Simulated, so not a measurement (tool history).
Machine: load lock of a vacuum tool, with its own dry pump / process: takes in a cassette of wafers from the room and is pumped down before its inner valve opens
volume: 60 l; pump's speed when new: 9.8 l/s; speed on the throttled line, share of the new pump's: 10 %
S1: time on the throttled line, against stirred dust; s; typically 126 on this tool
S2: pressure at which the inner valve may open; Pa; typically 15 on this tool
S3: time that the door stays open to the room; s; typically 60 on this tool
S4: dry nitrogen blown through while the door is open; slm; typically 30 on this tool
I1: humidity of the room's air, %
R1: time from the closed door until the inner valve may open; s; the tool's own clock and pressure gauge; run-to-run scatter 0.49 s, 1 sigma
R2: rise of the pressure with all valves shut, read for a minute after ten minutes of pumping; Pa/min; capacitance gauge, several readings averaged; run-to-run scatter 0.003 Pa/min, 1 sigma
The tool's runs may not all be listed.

Run 1, hour 0.0: usual settings; I1 43.4. Result: R1 167.8 s, R2 0.020 Pa/min.
Run 2, hour 526.5: usual settings; I1 46.3. Result: R1 168.3 s, R2 0.022 Pa/min.
At hour 839.1: door's seal changed, seat wiped.
Run 3, hour 1063.0: usual settings; I1 48.1. Result: R1 167.1 s, R2 0.023 Pa/min.
At hour 1432.2: dry pump taken out, an overhauled one fitted.
Run 4, hour 1603.7: usual settings; I1 43.4. Result: R1 167.3 s, R2 0.018 Pa/min.
Run 5, hour 2034.9: usual settings; I1 46.1. Result: R1 167.1 s, R2 0.015 Pa/min.
Run 6, hour 2485.3: usual settings; I1 40.2. Result: R1 166.7 s, R2 0.018 Pa/min.
Run 7, hour 3139.7: usual settings; I1 46.7. Result: R1 168.2 s, R2 0.016 Pa/min.
Run 8, hour 3469.8: usual settings; I1 47.8. Result: R1 166.7 s, R2 0.018 Pa/min.
Run 9, hour 4078.1: usual settings; I1 43.9. Result: R1 168.2 s, R2 0.017 Pa/min.
Run 10, hour 4707.3: usual settings but S2 19 Pa; I1 47.9. Result: R1 166.9 s, R2 0.021 Pa/min.
Run 11, hour 5095.7: usual settings but S2 19 Pa, S3 120 s; I1 46.3. Result: R1 166.5 s, R2 0.023 Pa/min.
Run 12, hour 5657.2: usual settings but S2 19 Pa, S3 120 s; I1 45.9. Result: R1 165.6 s, R2 0.028 Pa/min.
Run 13, hour 5944.6: usual settings but S2 19 Pa, S3 120 s; I1 47.4. Result: R1 166.6 s, R2 0.028 Pa/min.
Run 14, hour 6480.3: usual settings but S1 117 s; I1 46.9. Result: R1 160.3 s, R2 0.020 Pa/min.
Run 15, hour 6767.1: usual settings but S1 117 s, S4 17 slm; I1 43.7. Result: R1 159.0 s, R2 0.023 Pa/min.
Run 16, hour 7317.3: usual settings but S1 117 s, S4 17 slm; I1 46.1. Result: R1 160.3 s, R2 0.026 Pa/min.
Run 17, hour 7707.5: usual settings but S1 117 s, S4 17 slm; I1 41.4. Result: R1 158.8 s, R2 0.025 Pa/min.
Run 18, hour 8158.6: usual settings but S2 21 Pa; I1 45.7. Result: R1 165.2 s, R2 0.021 Pa/min.
Run 19, hour 8680.2: usual settings but S2 12 Pa, S3 82 s; I1 46.7. Result: R1 168.7 s, R2 0.022 Pa/min.
Run 20, hour 9032.6: usual settings but S1 96 s, S3 29 s; I1 46.9. Result: R1 140.4 s, R2 0.012 Pa/min.
Run 21, hour 9580.6: usual settings but S2 27 Pa, S3 40 s; I1 43.0. Result: R1 164.5 s, R2 0.014 Pa/min.
Run 22, hour 10120.9: usual settings but S3 99 s, S4 10 slm; I1 45.3. Result: R1 168.4 s, R2 0.044 Pa/min.
Run 23, hour 10720.1: usual settings but S3 99 s, S4 10 slm; I1 45.7. Result: R1 167.7 s, R2 0.041 Pa/min.
Run 24, hour 11336.0: usual settings but S1 152 s, S2 21 Pa, S3 104 s, S4 29 slm; I1 44.9. Result: R1 189.4 s, R2 0.023 Pa/min.
Run 25, hour 11999.3: usual settings but S1 152 s, S2 21 Pa, S3 104 s, S4 29 slm; I1 46.1. Result: R1 188.8 s, R2 0.027 Pa/min.
At hour 12107.4: dry pump taken out, an overhauled one fitted.
Run 26, hour 12521.1: usual settings but S1 180 s, S2 25 Pa, S3 38 s, S4 17 slm; I1 47.1. Result: R1 213.3 s, R2 0.025 Pa/min.
Run 27, hour 13169.4: usual settings but S1 180 s, S2 25 Pa, S3 36 s, S4 17 slm; I1 49.3. Result: R1 213.0 s, R2 0.027 Pa/min.
Run 28, hour 13461.7: usual settings but S1 206 s, S2 25 Pa, S3 36 s, S4 17 slm; I1 47.9. Result: R1 236.6 s, R2 0.023 Pa/min.
Run 29, hour 13903.4: usual settings but S1 206 s, S2 25 Pa, S3 36 s, S4 17 slm; I1 47.5. Result: R1 236.8 s, R2 0.025 Pa/min.
Run 30, hour 14426.5: usual settings but S1 206 s, S2 25 Pa, S3 226 s, S4 17 slm; I1 43.6. Result: R1 234.9 s, R2 0.045 Pa/min.
Run 31, hour 14790.3: usual settings but S1 77 s, S4 19 slm; I1 41.3. Result: R1 123.2 s, R2 0.024 Pa/min.
Run 32, hour 15326.6: usual settings but S3 182 s, S4 6 slm; I1 46.8. Result: R1 167.4 s, R2 0.063 Pa/min.
Run 33, hour 15903.4: usual settings but S1 138 s, S3 35 s, S4 5 slm; I1 44.2. Result: R1 179.5 s, R2 0.031 Pa/min.
Run 34, hour 16409.8: usual settings but S1 110 s, S3 49 s; I1 44.6. Result: R1 154.1 s, R2 0.018 Pa/min.
Run 35, hour 16709.2: usual settings but S1 101 s, S4 35 slm; I1 46.4. Result: R1 146.2 s, R2 0.023 Pa/min.
Run 36, hour 17130.3: usual settings but S2 14 Pa, S3 168 s, S4 10 slm; I1 46.3. Result: R1 167.2 s, R2 0.052 Pa/min.

Hidden state or all else? Some run-to-run changes of R2, split into what the settings, what came in and random variation would give without the hidden state, and what is left for the hidden state (with any gauge scatter that isn't in both results):
Hidden state at play: pump's speed, % of a new pump's; leak at the door's seal, Pa l/s; drift of the gauge itself on ready_s, %; drift of the gauge itself on rise_pa_min, %.
Run 1 -> 2: settings left as they were, no log entry in between. R2 +0.002 Pa/min: hidden state +0.001, all else +0.001.
Run 2 -> 3: door's seal changed, seat wiped. R2 +0.001 Pa/min: hidden state -0.003, all else +0.004.
Run 9 -> 10: S2 15 -> 19. R2 +0.004 Pa/min: hidden state +0.001, all else +0.003.
Run 21 -> 22: S2 27 -> 15, S3 40 -> 99, S4 30 -> 10. R2 +0.030 Pa/min: hidden state -0.001, all else +0.031.
Run 31 -> 32: S1 77 -> 126, S3 60 -> 182, S4 19 -> 6. R2 +0.039 Pa/min: hidden state +0.000, all else +0.039.
Run 32 -> 33: S1 126 -> 138, S3 182 -> 35, S4 6 -> 5. R2 -0.032 Pa/min: hidden state +0.000, all else -0.032.
